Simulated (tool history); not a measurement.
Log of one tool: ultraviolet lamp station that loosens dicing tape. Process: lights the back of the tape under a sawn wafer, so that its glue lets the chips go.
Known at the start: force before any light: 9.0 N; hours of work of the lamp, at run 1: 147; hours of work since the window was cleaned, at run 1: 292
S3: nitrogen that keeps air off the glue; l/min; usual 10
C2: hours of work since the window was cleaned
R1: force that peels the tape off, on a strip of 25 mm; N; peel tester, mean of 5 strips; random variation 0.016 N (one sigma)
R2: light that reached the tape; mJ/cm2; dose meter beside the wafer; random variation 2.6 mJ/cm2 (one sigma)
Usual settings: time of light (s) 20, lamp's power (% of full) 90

{"run": 1, "hour": 0.0, "time of light (s)": 20, "lamp's power (% of full)": 90, "S3": 10, "hours of work of the lamp": 147, "C2": 292, "R1": 1.016, "R2": 294}
{"run": 2, "hour": 6.5, "time of light (s)": 20, "lamp's power (% of full)": 90, "S3": 10, "hours of work of the lamp": 152, "C2": 297, "R1": 0.997, "R2": 299}
{"run": 3, "hour": 13.2, "time of light (s)": 20, "lamp's power (% of full)": 90, "S3": 10, "hours of work of the lamp": 157, "C2": 303, "R1": 1.018, "R2": 299}
{"run": 4, "hour": 21.2, "time of light (s)": 20, "lamp's power (% of full)": 90, "S3": 13, "hours of work of the lamp": 163, "C2": 309, "R1": 0.83, "R2": 290}
{"run": 5, "hour": 27.2, "time of light (s)": 20, "lamp's power (% of full)": 90, "S3": 13, "hours of work of the lamp": 168, "C2": 313, "R1": 0.822, "R2": 291}
{"hour": 28.6, "done": "window cleaned of glue's vapour"}
{"run": 6, "hour": 34.3, "time of light (s)": 20, "lamp's power (% of full)": 90, "S3": 13, "hours of work of the lamp": 173, "C2": 5, "R1": 0.907, "R2": 287}
{"run": 7, "hour": 41.1, "time of light (s)": 21, "lamp's power (% of full)": 70, "S3": 13, "hours of work of the lamp": 178, "C2": 10, "R1": 1.361, "R2": 231}
{"run": 8, "hour": 50.9, "time of light (s)": 23, "lamp's power (% of full)": 91, "S3": 5, "hours of work of the lamp": 186, "C2": 17, "R1": 1.492, "R2": 334}
{"hour": 57.4, "done": "window cleaned of glue's vapour, once more"}
{"run": 9, "hour": 58.1, "time of light (s)": 23, "lamp's power (% of full)": 82, "S3": 5, "hours of work of the lamp": 191, "C2": 0, "R1": 1.595, "R2": 307}
{"run": 10, "hour": 67.4, "time of light (s)": 23, "lamp's power (% of full)": 94, "S3": 4, "hours of work of the lamp": 198, "C2": 8, "R1": 1.604, "R2": 354}
{"run": 11, "hour": 76.7, "time of light (s)": 16, "lamp's power (% of full)": 89, "S3": 7, "hours of work of the lamp": 205, "C2": 15, "R1": 2.03, "R2": 227}
{"run": 12, "hour": 83.9, "time of light (s)": 21, "lamp's power (% of full)": 61, "S3": 18, "hours of work of the lamp": 211, "C2": 21, "R1": 1.377, "R2": 213}

Forecast each of these 5 alternatives for the next run:
{"run": "A", "hour": 92.7, "time of light (s)": 21, "lamp's power (% of full)": 61, "S3": 6, "hours of work of the lamp": 218, "C2": 27, "R1": "?", "R2": "?"}
{"run": "B", "hour": 92.7, "time of light (s)": 20, "lamp's power (% of full)": 64, "S3": 7, "hours of work of the lamp": 218, "C2": 27, "R1": "?", "R2": "?"}
{"run": "C", "hour": 92.7, "time of light (s)": 10, "lamp's power (% of full)": 90, "S3": 10, "hours of work of the lamp": 218, "C2": 27, "R1": "?", "R2": "?"}
{"run": "D", "hour": 92.7, "time of light (s)": 11, "lamp's power (% of full)": 72, "S3": 17, "hours of work of the lamp": 218, "C2": 27, "R1": "?", "R2": "?"}
{"run": "E", "hour": 92.7, "time of light (s)": 12, "lamp's power (% of full)": 90, "S3": 8, "hours of work of the lamp": 218, "C2": 27, "R1": "?", "R2": "?"}

run=A R1=2.561 R2=205
run=B R1=2.398 R2=203
run=C R1=2.998 R2=145
run=D R1=2.852 R2=129
run=E R1=2.827 R2=176
Without the tool's hidden state the same runs would have given:
run=A R1=2.066 R2=241
run=B R1=1.904 R2=239
run=C R1=2.484 R2=170
run=D R1=2.334 R2=151
run=E R1=2.303 R2=207
